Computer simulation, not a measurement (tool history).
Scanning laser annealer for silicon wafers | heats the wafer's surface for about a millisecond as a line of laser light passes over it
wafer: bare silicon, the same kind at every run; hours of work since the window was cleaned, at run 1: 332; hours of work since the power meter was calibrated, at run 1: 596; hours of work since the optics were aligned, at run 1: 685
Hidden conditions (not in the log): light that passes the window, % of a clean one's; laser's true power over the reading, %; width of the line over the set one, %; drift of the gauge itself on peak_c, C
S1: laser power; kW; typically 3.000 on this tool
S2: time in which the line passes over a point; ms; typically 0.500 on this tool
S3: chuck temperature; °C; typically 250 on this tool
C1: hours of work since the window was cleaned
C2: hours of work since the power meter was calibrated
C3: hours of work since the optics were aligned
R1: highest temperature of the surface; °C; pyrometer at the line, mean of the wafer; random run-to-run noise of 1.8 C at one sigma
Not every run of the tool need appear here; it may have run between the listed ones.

{"run": 1, "day": 0.0, "S1": 3.0, "S2": 0.5, "S3": 250, "C1": 332, "C2": 596, "C3": 685, "R1": 960}
{"run": 2, "day": 2.008, "S1": 3.0, "S2": 0.5, "S3": 250, "C1": 356, "C2": 620, "C3": 709, "R1": 963}
{"run": 3, "day": 4.096, "S1": 3.0, "S2": 0.5, "S3": 250, "C1": 381, "C2": 646, "C3": 734, "R1": 960}
{"run": 4, "day": 6.012, "S1": 3.0, "S2": 0.5, "S3": 250, "C1": 405, "C2": 669, "C3": 757, "R1": 957}
{"run": 5, "day": 8.038, "S1": 3.0, "S2": 0.5, "S3": 250, "C1": 429, "C2": 693, "C3": 782, "R1": 956}
{"run": 6, "day": 9.346, "S1": 3.0, "S2": 0.5, "S3": 250, "C1": 445, "C2": 709, "C3": 798, "R1": 962}
{"run": 7, "day": 10.742, "S1": 3.0, "S2": 0.4, "S3": 250, "C1": 462, "C2": 726, "C3": 815, "R1": 875}
{"run": 8, "day": 13.158, "S1": 3.0, "S2": 0.5, "S3": 271, "C1": 491, "C2": 755, "C3": 844, "R1": 975}
{"run": 9, "day": 15.288, "S1": 3.0, "S2": 0.5, "S3": 237, "C1": 517, "C2": 781, "C3": 869, "R1": 941}
{"run": 10, "day": 17.704, "S1": 3.0, "S2": 0.5, "S3": 237, "C1": 546, "C2": 810, "C3": 899, "R1": 943}
{"day": 19.55, "done": "window over the wafer cleaned"}
{"run": 11, "day": 19.888, "S1": 3.0, "S2": 0.5, "S3": 250, "C1": 4, "C2": 835, "C3": 924, "R1": 968}
{"run": 12, "day": 22.417, "S1": 3.106, "S2": 0.5, "S3": 250, "C1": 35, "C2": 866, "C3": 955, "R1": 996}
{"run": 13, "day": 23.746, "S1": 3.106, "S2": 0.5, "S3": 250, "C1": 51, "C2": 882, "C3": 971, "R1": 995}
{"run": 14, "day": 25.196, "S1": 3.106, "S2": 0.5, "S3": 250, "C1": 68, "C2": 899, "C3": 988, "R1": 995}
{"run": 15, "day": 27.421, "S1": 3.0, "S2": 0.5, "S3": 250, "C1": 95, "C2": 926, "C3": 1015, "R1": 965}
{"run": 16, "day": 29.625, "S1": 3.0, "S2": 0.5, "S3": 250, "C1": 122, "C2": 953, "C3": 1042, "R1": 957}
{"run": 17, "day": 31.558, "S1": 3.0, "S2": 0.5, "S3": 250, "C1": 145, "C2": 976, "C3": 1065, "R1": 960}
{"run": 18, "day": 33.404, "S1": 3.0, "S2": 0.398, "S3": 250, "C1": 167, "C2": 999, "C3": 1087, "R1": 878}
{"run": 19, "day": 35.962, "S1": 3.0, "S2": 0.398, "S3": 250, "C1": 198, "C2": 1029, "C3": 1118, "R1": 877}
{"run": 20, "day": 38.338, "S1": 3.0, "S2": 0.398, "S3": 250, "C1": 227, "C2": 1058, "C3": 1147, "R1": 877}
{"run": 21, "day": 40.217, "S1": 3.0, "S2": 0.398, "S3": 250, "C1": 250, "C2": 1081, "C3": 1170, "R1": 877}
{"run": 22, "day": 41.388, "S1": 2.686, "S2": 0.493, "S3": 267, "C1": 264, "C2": 1095, "C3": 1184, "R1": 878}
{"run": 23, "day": 42.862, "S1": 2.686, "S2": 0.493, "S3": 267, "C1": 282, "C2": 1113, "C3": 1201, "R1": 881}
{"run": 24, "day": 44.454, "S1": 2.686, "S2": 0.493, "S3": 267, "C1": 301, "C2": 1132, "C3": 1221, "R1": 878}
{"run": 25, "day": 46.538, "S1": 2.686, "S2": 0.493, "S3": 267, "C1": 326, "C2": 1157, "C3": 1246, "R1": 878}
{"run": 26, "day": 48.192, "S1": 2.686, "S2": 0.493, "S3": 267, "C1": 346, "C2": 1177, "C3": 1266, "R1": 878}
{"run": 27, "day": 49.246, "S1": 2.686, "S2": 0.493, "S3": 267, "C1": 359, "C2": 1190, "C3": 1279, "R1": 878}
{"run": 28, "day": 50.729, "S1": 3.022, "S2": 0.493, "S3": 267, "C1": 377, "C2": 1208, "C3": 1296, "R1": 971}
{"run": 29, "day": 52.458, "S1": 3.022, "S2": 0.493, "S3": 267, "C1": 397, "C2": 1229, "C3": 1317, "R1": 972}
{"run": 30, "day": 54.8, "S1": 3.28, "S2": 0.396, "S3": 219, "C1": 426, "C2": 1257, "C3": 1346, "R1": 904}
{"run": 31, "day": 56.679, "S1": 3.122, "S2": 0.396, "S3": 251, "C1": 448, "C2": 1280, "C3": 1368, "R1": 901}
{"run": 32, "day": 58.071, "S1": 2.564, "S2": 0.468, "S3": 251, "C1": 465, "C2": 1296, "C3": 1385, "R1": 805}
{"run": 33, "day": 59.367, "S1": 2.564, "S2": 0.468, "S3": 255, "C1": 481, "C2": 1312, "C3": 1401, "R1": 812}
{"run": 34, "day": 61.671, "S1": 2.854, "S2": 0.596, "S3": 217, "C1": 509, "C2": 1340, "C3": 1429, "R1": 938}
{"run": 35, "day": 63.171, "S1": 2.854, "S2": 0.596, "S3": 217, "C1": 527, "C2": 1358, "C3": 1447, "R1": 944}
{"run": 36, "day": 64.521, "S1": 2.854, "S2": 0.363, "S3": 217, "C1": 543, "C2": 1374, "C3": 1463, "R1": 768}
{"run": 37, "day": 66.067, "S1": 3.12, "S2": 0.491, "S3": 236, "C1": 562, "C2": 1393, "C3": 1482, "R1": 959}
{"day": 66.642, "done": "window over the wafer cleaned"}
{"run": 38, "day": 68.283, "S1": 3.12, "S2": 0.491, "S3": 236, "C1": 20, "C2": 1419, "C3": 1508, "R1": 973}
{"run": 39, "day": 69.921, "S1": 3.12, "S2": 0.491, "S3": 236, "C1": 40, "C2": 1439, "C3": 1527, "R1": 975}
{"run": 40, "day": 71.362, "S1": 3.0, "S2": 0.47, "S3": 250, "C1": 57, "C2": 1456, "C3": 1545, "R1": 932}
{"run": 41, "day": 72.996, "S1": 2.756, "S2": 0.571, "S3": 268, "C1": 77, "C2": 1476, "C3": 1564, "R1": 952}

Below, some changes in R1 between adjacent runs. For each, the amount present without the hidden state too (settings, incoming material, random variation) and the amount remaining for the hidden state with gauge scatter not shared by both compared results:
Run 10 -> 11: S3 237 -> 250, window over the wafer cleaned. R1 +25 °C: hidden state +13, all else +12.
Run 33 -> 34: S1 2.564 -> 2.854, S2 0.468 -> 0.596, S3 255 -> 217. R1 +126 °C: hidden state -8, all else +134.
Run 35 -> 36: S2 0.596 -> 0.363. R1 -176 °C: hidden state +7, all else -183.
Run 36 -> 37: S1 2.854 -> 3.120, S2 0.363 -> 0.491, S3 217 -> 236. R1 +191 °C: hidden state -9, all else +200.
Run 37 -> 38: window over the wafer cleaned. R1 +14 °C: hidden state +14, all else +0.
